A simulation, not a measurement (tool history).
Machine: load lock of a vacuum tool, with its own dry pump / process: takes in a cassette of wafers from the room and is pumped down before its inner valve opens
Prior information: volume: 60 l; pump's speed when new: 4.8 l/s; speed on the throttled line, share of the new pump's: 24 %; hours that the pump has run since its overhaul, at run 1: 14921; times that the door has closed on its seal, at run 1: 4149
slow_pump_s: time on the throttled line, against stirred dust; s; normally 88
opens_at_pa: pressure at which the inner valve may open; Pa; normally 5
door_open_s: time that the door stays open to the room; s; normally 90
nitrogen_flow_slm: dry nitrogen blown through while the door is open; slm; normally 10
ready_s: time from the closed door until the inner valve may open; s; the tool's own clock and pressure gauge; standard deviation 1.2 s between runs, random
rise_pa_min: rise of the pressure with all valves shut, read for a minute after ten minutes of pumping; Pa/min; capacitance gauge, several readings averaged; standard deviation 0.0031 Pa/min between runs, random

run,hour,slow_pump_s,opens_at_pa,door_open_s,nitrogen_flow_slm,hours that the pump has run since its overhaul,times that the door has closed on its seal,"incoming humidity of the room's air, %",ready_s,rise_pa_min
1,0.0,88,5,90,10,14921,4149,45.3,225.6,0.095
2,89.2,88,6,90,10,15010,4248,44.3,223.4,0.091
3,154.6,88,6,90,10,15076,4320,43.9,225.7,0.096
4,272.1,85,6,90,10,15193,4450,43.2,223.2,0.094
5,340.6,88,5,90,10,15262,4525,47.6,227.4,0.099
6,431.3,88,5,90,10,15352,4625,45.3,233.5,0.099
7,517.7,88,5,76,10,15439,4721,43.7,229.2,0.091
8,618.2,88,5,90,10,15539,4832,41.9,227.9,0.085
9,681.0,88,5,90,10,15602,4901,45.1,230.2,0.096
10,737.2,88,9,90,10,15658,4963,45.0,219.4,0.098
# hour 786.5: dry pump taken out, an overhauled one fitted
11,842.9,88,9,90,10,56,5073,46.1,184.1,0.100
12,924.5,88,8,90,10,138,5163,48.9,188.3,0.104
13,1047.8,88,5,90,21,261,5299,43.6,190.6,0.092
14,1120.1,88,5,90,21,334,5379,45.2,195.8,0.089
15,1241.5,88,5,90,21,455,5513,45.8,194.1,0.094
16,1307.7,88,5,28,10,521,5586,46.1,193.7,0.071
17,1392.2,88,5,90,10,606,5679,44.6,194.5,0.104
18,1507.3,88,5,90,10,721,5806,42.9,196.0,0.100
19,1569.7,88,5,90,10,783,5875,46.9,194.0,0.107
20,1677.3,90,5,90,10,891,5994,42.3,195.0,0.101
21,1792.1,58,5,28,10,1006,6120,45.6,170.2,0.076
22,1884.8,88,6,54,10,1098,6223,45.6,193.1,0.091
23,2009.2,88,5,90,8,1223,6360,45.2,196.2,0.109
24,2106.4,88,5,90,8,1320,6467,41.2,195.2,0.112
25,2214.6,88,4,157,10,1428,6587,42.4,201.1,0.126
26,2322.5,88,4,157,10,1536,6706,46.9,199.4,0.139
27,2414.4,88,4,157,10,1628,6807,45.6,201.8,0.129
28,2511.5,52,6,157,10,1725,6914,46.7,166.8,0.138
29,2599.4,88,7,202,21,1813,7011,48.2,189.4,0.131
30,2666.9,88,5,90,23,1880,7086,45.1,196.1,0.098
31,2738.8,159,5,90,23,1952,7165,44.7,250.1,0.097
32,2855.4,159,5,90,23,2069,7294,42.2,248.9,0.096
33,2918.6,159,5,90,23,2132,7364,43.6,250.3,0.098
34,2975.4,88,6,124,10,2189,7426,46.4,193.7,0.128
35,3053.2,73,4,202,37,2267,7512,45.4,191.0,0.110
36,3125.0,73,4,202,37,2339,7591,43.9,189.9,0.107

What differs in the tool's unlogged condition from the final listed run ahead of each entry between runs to the first listed run following it?
After run 10, before run 11: dry pump taken out, an overhauled one fitted (hour 786.5)
  pump's speed, % of a new pump's: 74.7 -> 99.4; leak at the door's seal, Pa l/s: 0.0266 -> 0.0272
  measured value less the no-hidden-state value, ready_s: +33.4 -> +0.6 s; rise_pa_min: +0.025 -> +0.025 Pa/min
